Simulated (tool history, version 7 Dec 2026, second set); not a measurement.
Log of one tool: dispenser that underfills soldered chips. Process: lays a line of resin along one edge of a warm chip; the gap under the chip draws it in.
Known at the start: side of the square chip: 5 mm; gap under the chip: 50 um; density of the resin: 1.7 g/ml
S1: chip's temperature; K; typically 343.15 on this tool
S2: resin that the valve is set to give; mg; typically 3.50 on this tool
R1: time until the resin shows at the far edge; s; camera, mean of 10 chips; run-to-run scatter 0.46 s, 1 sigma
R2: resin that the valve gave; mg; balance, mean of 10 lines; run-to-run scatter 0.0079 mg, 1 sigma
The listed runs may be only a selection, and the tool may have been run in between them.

run	hour	S1	S2	R1	R2
1	0.0	343.15	3.50	42.0	3.498
2	6.2	343.15	3.50	58.6	3.483
# hour 8.5: new syringe of resin
3	10.4	343.15	3.26	39.5	3.253
4	17.0	343.15	3.26	53.6	3.245
# hour 21.1: new syringe of resin
5	23.1	343.15	3.50	38.8	3.476
6	29.3	343.15	3.50	53.9	3.481
# hour 33.5: new syringe of resin
7	34.6	343.15	3.50	36.9	3.456
8	37.7	343.15	3.50	43.4	3.456
9	41.1	348.15	3.50	39.7	3.463
# hour 46.2: new syringe of resin
10	48.2	343.15	3.41	39.4	3.349
11	53.1	343.15	3.41	50.5	3.371
# hour 58.5: new syringe of resin
12	58.7	343.15	3.39	36.1	3.345
13	64.3	343.15	3.39	47.3	3.339
14	68.1	343.15	3.39	57.5	3.321
# hour 70.8: dispensing valve cleaned and set on the balance
# hour 71.7: new syringe of resin
15	72.5	338.15	3.50	47.4	3.501
16	78.1	338.15	3.50	63.8	3.500
17	81.8	338.15	4.16	76.6	4.151
# hour 84.5: new syringe of resin
18	85.8	356.15	4.19	19.0	4.170
19	91.9	356.15	4.19	25.2	4.162
# hour 96.8: new syringe of resin
20	98.9	356.15	4.19	19.3	4.174
21	101.7	335.15	4.29	70.0	4.266
22	107.7	337.15	4.29	83.7	4.267
# hour 109.4: new syringe of resin
23	113.9	330.15	3.15	91.8	3.110
24	116.9	350.15	3.81	34.7	3.780
25	119.7	340.15	4.16	70.0	4.124
# hour 121.7: new syringe of resin
26	124.9	336.15	3.46	60.5	3.404
27	128.3	336.15	3.46	73.1	3.415
28	131.5	336.15	3.46	83.5	3.412
# hour 133.9: new syringe of resin
29	137.1	342.15	3.20	44.1	3.156

Below, each run's measurement less what the same run would have read without the hidden state. Both values contain the same run-to-run variation, but the gauge's scatter may not be the same in both:
Hidden state present: resin's viscosity, % of fresh resin's; dose that the valve gives, % of what is set; true chip temperature over the reading, C; drift of the gauge itself on fill_s, %; drift of the gauge itself on given_mg, %.
run	R1	R2
1	+7.0	-0.010
2	+23.3	-0.016
3	+3.5	-0.018
4	+19.1	-0.022
5	+4.2	-0.029
6	+19.3	-0.034
7	+2.2	-0.038
8	+8.7	-0.040
9	+13.0	-0.043
10	+4.2	-0.048
11	+15.6	-0.052
12	+0.2	-0.056
13	+12.2	-0.060
14	+22.6	-0.063
15	+1.6	+0.001
16	+17.6	-0.004
17	+30.7	-0.008
18	+0.9	-0.013
19	+7.8	-0.019
20	+1.9	-0.025
21	+15.5	-0.028
22	+35.9	-0.035
23	+18.0	-0.030
24	+10.9	-0.039
25	+28.5	-0.046
26	+8.3	-0.042
27	+20.1	-0.045
28	+32.3	-0.047
29	+6.2	-0.048

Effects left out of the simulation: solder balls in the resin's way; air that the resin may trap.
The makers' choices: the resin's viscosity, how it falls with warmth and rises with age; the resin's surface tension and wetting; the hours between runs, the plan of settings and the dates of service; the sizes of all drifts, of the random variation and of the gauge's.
